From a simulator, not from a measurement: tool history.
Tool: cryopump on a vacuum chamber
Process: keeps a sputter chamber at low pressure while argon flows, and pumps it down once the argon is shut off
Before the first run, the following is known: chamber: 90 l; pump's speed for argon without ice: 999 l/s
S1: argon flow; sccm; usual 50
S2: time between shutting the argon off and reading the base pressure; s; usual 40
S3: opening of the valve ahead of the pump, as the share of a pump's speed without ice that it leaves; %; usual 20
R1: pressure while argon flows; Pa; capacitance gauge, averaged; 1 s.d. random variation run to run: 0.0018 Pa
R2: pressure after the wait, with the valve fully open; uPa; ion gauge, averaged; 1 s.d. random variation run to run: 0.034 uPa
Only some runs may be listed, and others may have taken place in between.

run	hour	S1	S2	S3	R1	R2
1	0.0	50	40	20	0.4290	2.34
2	26.5	50	40	23	0.3714	2.38
3	54.9	50	40	23	0.3719	2.45
4	86.2	32	40	20	0.2746	2.46
5	122.2	32	40	20	0.2732	2.51
6	146.4	32	40	20	0.2764	2.58
7	177.9	32	40	20	0.2758	2.67
8	207.6	32	40	20	0.2776	2.70
9	233.1	50	40	20	0.4316	2.79
10	257.9	50	74	20	0.4319	2.06
11	290.2	50	74	20	0.4333	2.20
12	309.4	50	74	20	0.4333	2.21
13	341.8	29	114	58	0.0935	2.05
14	366.9	29	225	19	0.2666	1.76
15	397.1	29	225	19	0.2695	1.81
16	414.4	32	87	41	0.1427	2.32
17	443.8	32	252	40	0.1465	1.95

What if the next run were any one of these 4? Each begins from the tool's condition after run 17:
A	477.1	32	37	20	?	?
B	477.1	58	40	27	?	?
C	477.1	28	40	18	?	?
D	477.1	34	69	20	?	?

run	R1	R2
A	0.2820	3.37
B	0.3837	3.26
C	0.2740	3.30
D	0.3015	2.67
With the hidden condition removed and each run's random variation left untouched, the same runs would have given:
run	R1	R2
A	0.2703	1.96
B	0.3624	1.83
C	0.2637	1.86
D	0.2890	1.21
